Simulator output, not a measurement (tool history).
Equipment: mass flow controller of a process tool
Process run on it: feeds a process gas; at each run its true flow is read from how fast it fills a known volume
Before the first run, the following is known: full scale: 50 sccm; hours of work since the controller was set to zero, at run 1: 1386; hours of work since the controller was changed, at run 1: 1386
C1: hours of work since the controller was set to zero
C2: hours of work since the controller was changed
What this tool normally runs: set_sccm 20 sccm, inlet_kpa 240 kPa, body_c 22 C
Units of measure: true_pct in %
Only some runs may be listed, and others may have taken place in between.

run 1 hour=0.0 | set_sccm=20 inlet_kpa=240 body_c=22 | C1=1386 C2=1386 | true_pct=97.55
run 2 hour=374.2 | set_sccm=20 inlet_kpa=240 body_c=22 | C1=1682 C2=1682 | true_pct=97.36
run 3 hour=726.8 | set_sccm=20 inlet_kpa=240 body_c=35 | C1=1962 C2=1962 | true_pct=95.99
run 4 hour=992.0 | set_sccm=20 inlet_kpa=240 body_c=35 | C1=2172 C2=2172 | true_pct=95.89
run 5 hour=1231.0 | set_sccm=20 inlet_kpa=240 body_c=35 | C1=2361 C2=2361 | true_pct=95.65
run 6 hour=1509.3 | set_sccm=20 inlet_kpa=240 body_c=35 | C1=2581 C2=2581 | true_pct=95.45
run 7 hour=1740.2 | set_sccm=20 inlet_kpa=240 body_c=35 | C1=2764 C2=2764 | true_pct=95.26
run 8 hour=2021.0 | set_sccm=20 inlet_kpa=240 body_c=35 | C1=2987 C2=2987 | true_pct=95.01
run 9 hour=2392.9 | set_sccm=20 inlet_kpa=240 body_c=35 | C1=3281 C2=3281 | true_pct=94.97
run 10 hour=2577.6 | set_sccm=20 inlet_kpa=240 body_c=35 | C1=3427 C2=3427 | true_pct=94.69
run 11 hour=2956.4 | set_sccm=20 inlet_kpa=240 body_c=27 | C1=3727 C2=3727 | true_pct=95.05
run 12 hour=3262.5 | set_sccm=20 inlet_kpa=240 body_c=27 | C1=3970 C2=3970 | true_pct=94.80
run 13 hour=3506.1 | set_sccm=7 inlet_kpa=266 body_c=38 | C1=4163 C2=4163 | true_pct=92.15
run 14 hour=3771.6 | set_sccm=20 inlet_kpa=207 body_c=22 | C1=4373 C2=4373 | true_pct=94.61
run 15 hour=4114.7 | set_sccm=20 inlet_kpa=207 body_c=22 | C1=4645 C2=4645 | true_pct=94.38
run 16 hour=4489.1 | set_sccm=15 inlet_kpa=242 body_c=31 | C1=4941 C2=4941 | true_pct=93.21
run 17 hour=4799.4 | set_sccm=15 inlet_kpa=242 body_c=31 | C1=5187 C2=5187 | true_pct=92.87

Forecast run 18:
run 18 hour=4974.2 | set_sccm=26 inlet_kpa=240 body_c=28 | C1=5325 C2=5325 | true_pct=?

true_pct: 93.96 %
Minus the tool's unlogged condition, the same run would have read true_pct 98.85 %.

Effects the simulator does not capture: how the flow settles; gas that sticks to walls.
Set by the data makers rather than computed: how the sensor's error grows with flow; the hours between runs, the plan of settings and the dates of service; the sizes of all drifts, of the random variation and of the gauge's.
